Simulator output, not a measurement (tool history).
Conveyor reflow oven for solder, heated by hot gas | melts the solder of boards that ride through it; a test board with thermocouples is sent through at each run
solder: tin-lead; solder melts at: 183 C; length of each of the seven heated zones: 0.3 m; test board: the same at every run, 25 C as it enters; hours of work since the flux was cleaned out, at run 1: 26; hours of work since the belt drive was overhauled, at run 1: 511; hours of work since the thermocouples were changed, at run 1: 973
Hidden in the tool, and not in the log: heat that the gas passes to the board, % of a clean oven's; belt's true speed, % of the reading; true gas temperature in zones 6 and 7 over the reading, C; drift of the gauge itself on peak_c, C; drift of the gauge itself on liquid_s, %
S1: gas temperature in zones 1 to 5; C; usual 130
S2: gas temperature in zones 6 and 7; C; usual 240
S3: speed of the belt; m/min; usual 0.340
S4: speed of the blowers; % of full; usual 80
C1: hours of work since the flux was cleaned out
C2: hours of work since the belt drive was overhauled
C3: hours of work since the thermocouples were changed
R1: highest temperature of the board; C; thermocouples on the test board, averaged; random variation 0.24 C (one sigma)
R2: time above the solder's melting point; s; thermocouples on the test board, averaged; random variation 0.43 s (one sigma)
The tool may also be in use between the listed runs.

run	hour	S1	S2	S3	S4	C1	C2	C3	R1	R2
1	0.0	130	240	0.340	80	26	511	973	227.5	87.9
# hour 28.1: thermocouples of zones 6 and 7 changed
2	63.8	130	236	0.340	80	72	556	26	222.4	82.6
3	130.8	130	240	0.340	80	121	605	75	225.8	85.9
4	182.6	130	240	0.340	80	159	643	113	225.4	85.0
# hour 209.3: flux residue cleaned out of gas plates and filters
5	253.9	130	240	0.340	80	33	692	162	226.7	86.5
6	312.8	130	240	0.340	80	76	735	205	226.7	86.2
7	384.5	130	240	0.340	80	128	787	257	226.0	86.0
# hour 449.5: flux residue cleaned out of gas plates and filters
8	491.6	130	240	0.340	55	31	862	332	222.3	83.1
9	562.1	130	240	0.294	55	82	914	384	227.4	100.6
10	605.1	134	240	0.340	80	114	945	415	226.7	89.4
11	648.5	130	240	0.340	80	146	977	447	226.7	86.9
# hour 689.1: flux residue cleaned out of gas plates and filters
12	756.1	130	240	0.340	80	49	1052	522	227.8	87.9
13	805.1	130	240	0.340	57	85	1088	558	223.2	84.1
14	901.5	130	240	0.392	80	155	1159	628	222.1	72.2
# hour 931.5: flux residue cleaned out of gas plates and filters
15	949.2	130	240	0.340	80	13	1190	660	228.1	89.0
16	1028.5	130	237	0.340	63	71	1248	718	222.2	83.4
17	1119.6	139	237	0.290	88	138	1315	784	230.5	112.2
# hour 1169.8: flux residue cleaned out of gas plates and filters
18	1211.8	139	237	0.290	88	31	1378	848	231.3	113.1
19	1254.0	130	254	0.340	80	62	1409	879	241.2	97.6
20	1296.2	130	239	0.340	88	93	1440	910	227.6	90.3
# hour 1307.8: belt drive overhauled, speed set with a stopwatch
21	1349.7	132	240	0.340	55	129	31	946	222.6	81.6
# hour 1419.9: flux residue cleaned out of gas plates and filters
# hour 1421.9: thermocouples of zones 6 and 7 changed
22	1422.9	132	240	0.340	55	1	79	1	222.2	82.7
23	1473.0	131	240	0.330	80	37	116	37	226.7	89.6
24	1556.5	130	247	0.340	80	99	177	99	232.2	89.3
25	1630.6	130	229	0.372	73	153	231	153	211.3	63.6
# hour 1662.3: flux residue cleaned out of gas plates and filters
26	1699.6	127	253	0.291	70	27	278	200	241.3	111.8
27	1754.4	139	251	0.291	70	67	318	240	240.5	116.9
28	1820.2	139	251	0.291	70	116	366	288	240.7	117.2
29	1880.0	139	251	0.291	70	159	410	332	240.1	116.4

Some steps in R1 between neighbouring runs. How much of each would the tool show without its hidden state too (settings, what came in, random variation), and how much is left for the hidden state, with any gauge scatter that isn't in both results?
Run 1 -> 2: S2 240 -> 236, thermocouples of zones 6 and 7 changed. R1 -5.1 C: hidden state -1.9, all else -3.2.
Run 7 -> 8: S4 80 -> 55, flux residue cleaned out of gas plates and filters. R1 -3.7 C: hidden state +1.4, all else -5.1.
Run 24 -> 25: S2 247 -> 229, S3 0.340 -> 0.372, S4 80 -> 73. R1 -20.9 C: hidden state -0.4, all else -20.5.
Run 25 -> 26: S1 130 -> 127, S2 229 -> 253, S3 0.372 -> 0.291, S4 73 -> 70, flux residue cleaned out of gas plates and filters. R1 +30.0 C: hidden state +1.2, all else +28.8.
